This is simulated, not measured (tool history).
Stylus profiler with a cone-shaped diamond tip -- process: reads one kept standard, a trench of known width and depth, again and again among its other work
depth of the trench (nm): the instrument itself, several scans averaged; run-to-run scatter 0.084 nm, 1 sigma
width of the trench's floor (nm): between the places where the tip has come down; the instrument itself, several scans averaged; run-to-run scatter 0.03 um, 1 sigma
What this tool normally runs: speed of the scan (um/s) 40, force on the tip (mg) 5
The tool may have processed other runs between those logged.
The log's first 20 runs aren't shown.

run   hour  speed of the scan (um/s)  force on the tip (mg)  scans with this tip  hours of work since the height scale was calibrated  depth of the trench (nm)  width of the trench's floor (nm)
 21  599.3                        12                    9.4                 7894                                                  913                       102                             97990
 22  634.5                       119                   2.71                 8136                                                  941                    100.81                             97850
 23    653                        61                   2.84                 8263                                                  956                    100.88                             97900
 24  688.8                        61                   2.84                 8509                                                  984                    100.84                             97930
 25  714.6                        61                   2.84                 8687                                                 1005                    100.91                             97920
 26  737.4                        61                   2.84                 8843                                                 1023                    100.88                             97910
 27  769.9                       126                   9.29                 9067                                                 1049                    102.05                             97870
 28  792.8                       126                   9.29                 9224                                                 1067                    101.93                             97900
 29  832.5                        25                   7.68                 9498                                                 1098                    101.74                             97990
 30  853.2                        25                   7.68                 9640                                                 1115                    101.57                             97970

Consider 4 possible next runs. They are alternatives, not a sequence: every one starts from the tool as it was left by run 30. What does each give?
  A  881.3                        90                   4.78                 9833                                                 1137                         ?                                 ?
  B  881.3                        58                    7.8                 9833                                                 1137                         ?                                 ?
  C  881.3                        12                   4.22                 9833                                                 1137                         ?                                 ?
  D  881.3                        40                  14.16                 9833                                                 1137                         ?                                 ?

run  depth of the trench (nm)  width of the trench's floor (nm)
  A                    101.37                             97900
  B                    101.71                             97930
  C                     101.1                             97950
  D                    102.55                             98020
Had the tool no hidden state, the same runs would have come out as:
run  depth of the trench (nm)  width of the trench's floor (nm)
  A                    101.36                             97920
  B                    101.71                             97960
  C                    101.09                             97980
  D                    102.55                             98050
